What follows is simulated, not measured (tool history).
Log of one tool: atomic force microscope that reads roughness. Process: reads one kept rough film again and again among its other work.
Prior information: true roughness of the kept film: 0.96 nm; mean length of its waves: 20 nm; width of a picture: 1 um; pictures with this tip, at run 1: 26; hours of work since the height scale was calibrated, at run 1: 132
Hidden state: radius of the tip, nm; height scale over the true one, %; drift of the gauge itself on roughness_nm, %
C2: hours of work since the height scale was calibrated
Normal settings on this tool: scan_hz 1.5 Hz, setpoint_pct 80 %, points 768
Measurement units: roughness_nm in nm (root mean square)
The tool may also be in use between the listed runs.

run 1 day=0 | scan_hz=1.5 setpoint_pct=80 points=768 | pictures_with_this_tip=26 C2=132 | roughness_nm=0.742
run 2 day=0.312 | scan_hz=1.5 setpoint_pct=74 points=768 | pictures_with_this_tip=40 C2=137 | roughness_nm=0.765
run 3 day=0.762 | scan_hz=1.5 setpoint_pct=74 points=768 | pictures_with_this_tip=60 C2=144 | roughness_nm=0.739
run 4 day=1.067 | scan_hz=1.5 setpoint_pct=74 points=768 | pictures_with_this_tip=74 C2=148 | roughness_nm=0.737
run 5 day=1.383 | scan_hz=1.5 setpoint_pct=74 points=768 | pictures_with_this_tip=88 C2=153 | roughness_nm=0.724
run 6 day=1.771 | scan_hz=1.5 setpoint_pct=68 points=768 | pictures_with_this_tip=106 C2=159 | roughness_nm=0.732
run 7 day=2.071 | scan_hz=1.5 setpoint_pct=68 points=768 | pictures_with_this_tip=120 C2=164 | roughness_nm=0.723
run 8 day=2.538 | scan_hz=3.17 setpoint_pct=80 points=768 | pictures_with_this_tip=141 C2=171 | roughness_nm=0.583
run 9 day=3.025 | scan_hz=3.17 setpoint_pct=80 points=768 | pictures_with_this_tip=163 C2=179 | roughness_nm=0.561
-- day=3.15 new tip fitted
run 10 day=3.442 | scan_hz=0.94 setpoint_pct=80 points=768 | pictures_with_this_tip=13 C2=185 | roughness_nm=0.799
run 11 day=3.971 | scan_hz=2.22 setpoint_pct=80 points=768 | pictures_with_this_tip=37 C2=193 | roughness_nm=0.688
run 12 day=4.346 | scan_hz=0.65 setpoint_pct=80 points=768 | pictures_with_this_tip=54 C2=199 | roughness_nm=0.773
run 13 day=4.867 | scan_hz=0.65 setpoint_pct=80 points=768 | pictures_with_this_tip=78 C2=207 | roughness_nm=0.765
run 14 day=5.4 | scan_hz=0.65 setpoint_pct=80 points=768 | pictures_with_this_tip=102 C2=215 | roughness_nm=0.74
run 15 day=5.717 | scan_hz=1.5 setpoint_pct=80 points=792 | pictures_with_this_tip=116 C2=220 | roughness_nm=0.667
run 16 day=6.208 | scan_hz=0.59 setpoint_pct=80 points=768 | pictures_with_this_tip=139 C2=228 | roughness_nm=0.714
run 17 day=6.554 | scan_hz=0.59 setpoint_pct=80 points=768 | pictures_with_this_tip=154 C2=233 | roughness_nm=0.704
-- day=6.854 new tip fitted
run 18 day=6.933 | scan_hz=0.59 setpoint_pct=80 points=768 | pictures_with_this_tip=4 C2=239 | roughness_nm=0.832

Run 19 is up next; what results do you expect?
run 19 day=7.188 | scan_hz=0.59 setpoint_pct=80 points=768 | pictures_with_this_tip=15 C2=243 | roughness_nm=?

{"run 19": {"roughness_nm": 0.823}}
With the hidden condition absent and the run-to-run variation left alone, this run would have shown roughness_nm 0.844 nm (root mean square).

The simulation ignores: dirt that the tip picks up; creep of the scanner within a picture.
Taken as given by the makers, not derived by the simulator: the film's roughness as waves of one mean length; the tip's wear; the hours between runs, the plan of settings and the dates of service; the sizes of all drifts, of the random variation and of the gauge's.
